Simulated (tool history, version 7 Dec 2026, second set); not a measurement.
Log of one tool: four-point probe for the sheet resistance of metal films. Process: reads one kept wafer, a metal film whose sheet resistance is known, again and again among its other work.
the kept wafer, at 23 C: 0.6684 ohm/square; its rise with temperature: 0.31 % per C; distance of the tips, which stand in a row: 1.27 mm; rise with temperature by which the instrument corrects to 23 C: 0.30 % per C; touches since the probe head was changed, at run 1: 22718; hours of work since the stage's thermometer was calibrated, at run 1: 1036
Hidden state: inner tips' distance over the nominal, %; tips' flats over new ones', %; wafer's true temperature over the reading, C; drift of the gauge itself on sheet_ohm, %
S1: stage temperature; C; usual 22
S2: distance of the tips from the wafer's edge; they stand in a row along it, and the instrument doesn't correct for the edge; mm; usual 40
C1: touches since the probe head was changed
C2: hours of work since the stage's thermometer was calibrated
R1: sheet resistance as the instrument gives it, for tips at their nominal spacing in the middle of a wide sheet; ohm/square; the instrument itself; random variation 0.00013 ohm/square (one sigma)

{"run": 1, "hour": 0.0, "S1": 22, "S2": 40, "C1": 22718, "C2": 1036, "R1": 0.66879}
{"run": 2, "hour": 37.6, "S1": 22, "S2": 9, "C1": 23453, "C2": 1057, "R1": 0.675381}
{"run": 3, "hour": 94.4, "S1": 22, "S2": 9, "C1": 24562, "C2": 1088, "R1": 0.675541}
{"run": 4, "hour": 137.8, "S1": 22, "S2": 9, "C1": 25409, "C2": 1112, "R1": 0.675436}
{"run": 5, "hour": 206.1, "S1": 22, "S2": 9, "C1": 26741, "C2": 1150, "R1": 0.675408}
{"run": 6, "hour": 276.2, "S1": 22, "S2": 9, "C1": 28110, "C2": 1189, "R1": 0.675744}
{"run": 7, "hour": 319.1, "S1": 22, "S2": 9, "C1": 28946, "C2": 1212, "R1": 0.675417}
{"run": 8, "hour": 349.4, "S1": 29, "S2": 40, "C1": 29538, "C2": 1229, "R1": 0.668775}
{"run": 9, "hour": 421.4, "S1": 29, "S2": 40, "C1": 30944, "C2": 1269, "R1": 0.669307}
{"run": 10, "hour": 493.3, "S1": 22, "S2": 12, "C1": 32348, "C2": 1308, "R1": 0.672357}
{"run": 11, "hour": 540.6, "S1": 22, "S2": 12, "C1": 33270, "C2": 1334, "R1": 0.67229}
{"run": 12, "hour": 606.5, "S1": 22, "S2": 40, "C1": 34558, "C2": 1371, "R1": 0.668775}
{"run": 13, "hour": 664.4, "S1": 22, "S2": 40, "C1": 35688, "C2": 1403, "R1": 0.668741}
{"run": 14, "hour": 734.5, "S1": 22, "S2": 31, "C1": 37055, "C2": 1441, "R1": 0.668891}

Forecast run 15:
{"run": 15, "hour": 808.2, "S1": 34, "S2": 16, "C1": 38494, "C2": 1482, "R1": "?"}

Run 15 gave R1 0.671278 ohm/square.
Without the tool's hidden state the same run would have given R1 0.671261 ohm/square.
